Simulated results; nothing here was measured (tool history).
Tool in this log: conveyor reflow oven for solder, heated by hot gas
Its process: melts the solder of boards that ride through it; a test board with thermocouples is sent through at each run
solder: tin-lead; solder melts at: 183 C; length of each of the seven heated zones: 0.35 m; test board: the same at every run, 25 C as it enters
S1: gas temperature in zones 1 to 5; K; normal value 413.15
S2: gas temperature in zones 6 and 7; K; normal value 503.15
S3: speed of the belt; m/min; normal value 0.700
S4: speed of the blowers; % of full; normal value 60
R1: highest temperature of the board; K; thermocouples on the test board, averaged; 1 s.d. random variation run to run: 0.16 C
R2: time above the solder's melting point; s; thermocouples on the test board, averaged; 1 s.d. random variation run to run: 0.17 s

run 1 hour=0.0 | S1=413.15 S2=503.15 S3=0.700 S4=60 | R1=478.75 R2=35.0
-- hour=13.4 thermocouples of zones 6 and 7 changed
run 2 hour=19.7 | S1=413.15 S2=503.15 S3=0.700 S4=70 | R1=479.15 R2=36.1
-- hour=29.8 flux residue cleaned out of gas plates and filters
run 3 hour=42.8 | S1=413.15 S2=503.15 S3=0.774 S4=60 | R1=470.95 R2=22.6
run 4 hour=64.3 | S1=413.15 S2=503.15 S3=0.774 S4=60 | R1=470.65 R2=22.2
run 5 hour=75.6 | S1=413.15 S2=503.15 S3=0.774 S4=60 | R1=470.85 R2=22.5
run 6 hour=91.0 | S1=413.15 S2=503.15 S3=0.664 S4=60 | R1=477.05 R2=35.4
run 7 hour=108.1 | S1=413.15 S2=503.15 S3=0.664 S4=60 | R1=476.85 R2=35.0
run 8 hour=131.1 | S1=413.15 S2=503.15 S3=0.700 S4=56 | R1=473.15 R2=28.8
run 9 hour=145.9 | S1=413.15 S2=503.15 S3=0.700 S4=56 | R1=473.05 R2=28.7
run 10 hour=159.0 | S1=413.15 S2=503.15 S3=0.700 S4=56 | R1=473.25 R2=28.6
-- hour=169.6 flux residue cleaned out of gas plates and filters, once more
run 11 hour=176.4 | S1=423.15 S2=501.15 S3=0.637 S4=70 | R1=486.15 R2=50.7
run 12 hour=187.1 | S1=427.15 S2=503.15 S3=0.700 S4=89 | R1=490.05 R2=50.3
run 13 hour=199.1 | S1=413.15 S2=503.15 S3=0.656 S4=65 | R1=483.25 R2=43.1
run 14 hour=217.7 | S1=413.15 S2=503.15 S3=0.738 S4=73 | R1=481.45 R2=36.3
run 15 hour=233.1 | S1=404.15 S2=503.15 S3=0.700 S4=81 | R1=483.85 R2=38.6
run 16 hour=245.7 | S1=419.15 S2=503.15 S3=0.700 S4=81 | R1=486.45 R2=45.0
run 17 hour=268.2 | S1=413.15 S2=503.15 S3=0.577 S4=58 | R1=485.45 R2=51.1
run 18 hour=287.0 | S1=413.15 S2=516.15 S3=0.618 S4=75 | R1=499.25 R2=57.0
run 19 hour=304.6 | S1=412.15 S2=497.15 S3=0.747 S4=55 | R1=469.85 R2=23.1
run 20 hour=322.1 | S1=413.15 S2=503.15 S3=0.601 S4=60 | R1=484.75 R2=48.3

The logged runs with the hidden state left out (each run's random variation unchanged):
Hidden state at play: heat that the gas passes to the board, % of a clean oven's; belt's true speed, % of the reading; true gas temperature in zones 6 and 7 over the reading, C; drift of the gauge itself on peak_c, C; drift of the gauge itself on liquid_s, %.
run=1 R1=479.15 R2=35.7
run=2 R1=482.45 R2=39.2
run=3 R1=475.65 R2=28.0
run=4 R1=475.35 R2=27.6
run=5 R1=475.55 R2=27.9
run=6 R1=481.25 R2=39.9
run=7 R1=480.95 R2=39.5
run=8 R1=477.45 R2=33.8
run=9 R1=477.45 R2=33.8
run=10 R1=477.55 R2=33.7
run=11 R1=486.05 R2=50.0
run=12 R1=489.95 R2=49.7
run=13 R1=483.15 R2=42.5
run=14 R1=481.35 R2=35.9
run=15 R1=483.85 R2=38.3
run=16 R1=486.45 R2=44.5
run=17 R1=485.35 R2=50.5
run=18 R1=499.35 R2=56.3
run=19 R1=469.95 R2=22.9
run=20 R1=484.75 R2=47.7

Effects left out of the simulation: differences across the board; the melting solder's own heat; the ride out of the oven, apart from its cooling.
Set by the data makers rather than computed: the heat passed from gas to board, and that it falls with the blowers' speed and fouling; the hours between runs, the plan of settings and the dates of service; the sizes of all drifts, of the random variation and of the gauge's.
